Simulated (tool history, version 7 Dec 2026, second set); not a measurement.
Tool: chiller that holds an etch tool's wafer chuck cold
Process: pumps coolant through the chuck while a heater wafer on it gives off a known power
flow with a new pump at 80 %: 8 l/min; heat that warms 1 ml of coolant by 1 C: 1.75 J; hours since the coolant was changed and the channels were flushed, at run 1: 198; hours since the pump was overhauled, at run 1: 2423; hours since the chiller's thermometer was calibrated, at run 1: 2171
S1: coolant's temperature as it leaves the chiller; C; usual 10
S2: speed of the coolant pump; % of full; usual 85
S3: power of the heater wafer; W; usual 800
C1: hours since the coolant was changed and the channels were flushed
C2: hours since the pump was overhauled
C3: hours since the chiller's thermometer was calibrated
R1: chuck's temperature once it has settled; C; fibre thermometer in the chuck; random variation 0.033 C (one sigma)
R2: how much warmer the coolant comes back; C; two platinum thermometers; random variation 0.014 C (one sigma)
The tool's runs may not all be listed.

| run | hour | S1 | S2 | S3 | C1 | C2 | C3 | R1 | R2 |
|---|---|---|---|---|---|---|---|---|---|
| 1 | 0 | 10 | 85 | 800 | 198 | 2423 | 2171 | 15.49 | 3.3 |
| 2 | 61.6 | 10 | 85 | 800 | 259 | 2484 | 2233 | 15.53 | 3.31 |
| 3 | 111.1 | 10 | 85 | 800 | 309 | 2534 | 2282 | 15.45 | 3.31 |
| 4 | 192.4 | 14 | 85 | 800 | 390 | 2615 | 2364 | 19.46 | 3.31 |
| 5 | 262.2 | 10 | 85 | 534 | 460 | 2685 | 2433 | 13.52 | 2.19 |
| 6 | 358.4 | 10 | 85 | 800 | 556 | 2781 | 2530 | 15.53 | 3.31 |
| 7 | 407.5 | 10 | 85 | 800 | 605 | 2830 | 2579 | 15.51 | 3.32 |
| 8 | 491.6 | 10 | 85 | 800 | 689 | 2914 | 2663 | 15.49 | 3.34 |
| 9 | 543.6 | 10 | 85 | 800 | 741 | 2966 | 2715 | 15.5 | 3.33 |
| 10 | 606.9 | 10 | 85 | 800 | 804 | 3029 | 2778 | 15.5 | 3.32 |
| 11 | 665.7 | 10 | 85 | 800 | 863 | 3088 | 2837 | 15.48 | 3.34 |
| 12 | 756.8 | 10 | 85 | 800 | 954 | 3179 | 2928 | 15.47 | 3.3 |
| 13 | 845.8 | 10 | 85 | 800 | 1043 | 3268 | 3017 | 15.52 | 3.34 |
| 14 | 914.3 | 10 | 85 | 800 | 1112 | 3337 | 3085 | 15.53 | 3.33 |
| 15 | 1003.3 | 10 | 85 | 918 | 1201 | 3426 | 3174 | 16.41 | 3.81 |
| 16 | 1074 | 10 | 85 | 800 | 1272 | 3497 | 3245 | 15.52 | 3.35 |
| 17 | 1169.7 | 10 | 71 | 566 | 1367 | 3592 | 3341 | 14.35 | 2.84 |
|  | 1180.6 | coolant pump overhauled |
| 18 | 1263 | 6 | 69 | 800 | 1456 | 82 | 3429 | 12.58 | 4.22 |
| 19 | 1360.9 | 9 | 79 | 800 | 1553 | 180 | 3527 | 14.95 | 3.69 |
| 20 | 1458 | 18 | 66 | 1139 | 1651 | 277 | 3624 | 27.8 | 6.31 |
| 21 | 1526.3 | 2 | 63 | 977 | 1719 | 346 | 3692 | 10.63 | 5.68 |
| 22 | 1601.5 | 11 | 95 | 800 | 1794 | 421 | 3768 | 16.23 | 3.07 |
| 23 | 1673.7 | 16 | 97 | 986 | 1866 | 493 | 3840 | 22.38 | 3.71 |
| 24 | 1736.3 | 10 | 67 | 737 | 1929 | 556 | 3902 | 16.14 | 4.04 |
|  | 1760.2 | coolant pump overhauled, once more |
| 25 | 1824.4 | 8 | 67 | 477 | 2012 | 64 | 3986 | 11.64 | 2.46 |
| 26 | 1903.9 | 8 | 67 | 477 | 2091 | 144 | 4065 | 11.66 | 2.46 |
| 27 | 1953.7 | 8 | 67 | 477 | 2141 | 194 | 4115 | 11.64 | 2.43 |
| 28 | 2003.8 | 11 | 67 | 602 | 2191 | 244 | 4165 | 15.73 | 3.08 |
| 29 | 2066.1 | 13 | 67 | 648 | 2254 | 306 | 4227 | 18.11 | 3.31 |
| 30 | 2162.2 | 13 | 66 | 1141 | 2350 | 402 | 4323 | 22.49 | 5.99 |
| 31 | 2258.4 | 13 | 62 | 487 | 2446 | 498 | 4419 | 16.97 | 2.69 |
| 32 | 2340.1 | 10 | 83 | 797 | 2528 | 580 | 4501 | 15.47 | 3.32 |

How the hidden state differs across the entries between the runs, from the last listed run before each to the first after it:
Between runs 17 and 18: coolant pump overhauled (hour 1180.6)
  heat passed by the chuck's channels, % of clean ones': 96.5 -> 96.3; flow at a given pump speed, % of a new pump's: 96.5 -> 94.1; coolant's true temperature over the reading, C: -0.37 -> -0.38
  measured less the result without the state, R1: -0.16 -> +0.06 C; R2: +0.1 -> +0.25 C
Between runs 24 and 25: coolant pump overhauled, once more (hour 1760.2)
  heat passed by the chuck's channels, % of clean ones': 95.2 -> 95; flow at a given pump speed, % of a new pump's: 93.7 -> 99.8; coolant's true temperature over the reading, C: -0.43 -> -0.44
  measured less the result without the state, R1: +0.05 -> -0.3 C; R2: +0.25 -> +0.01 C
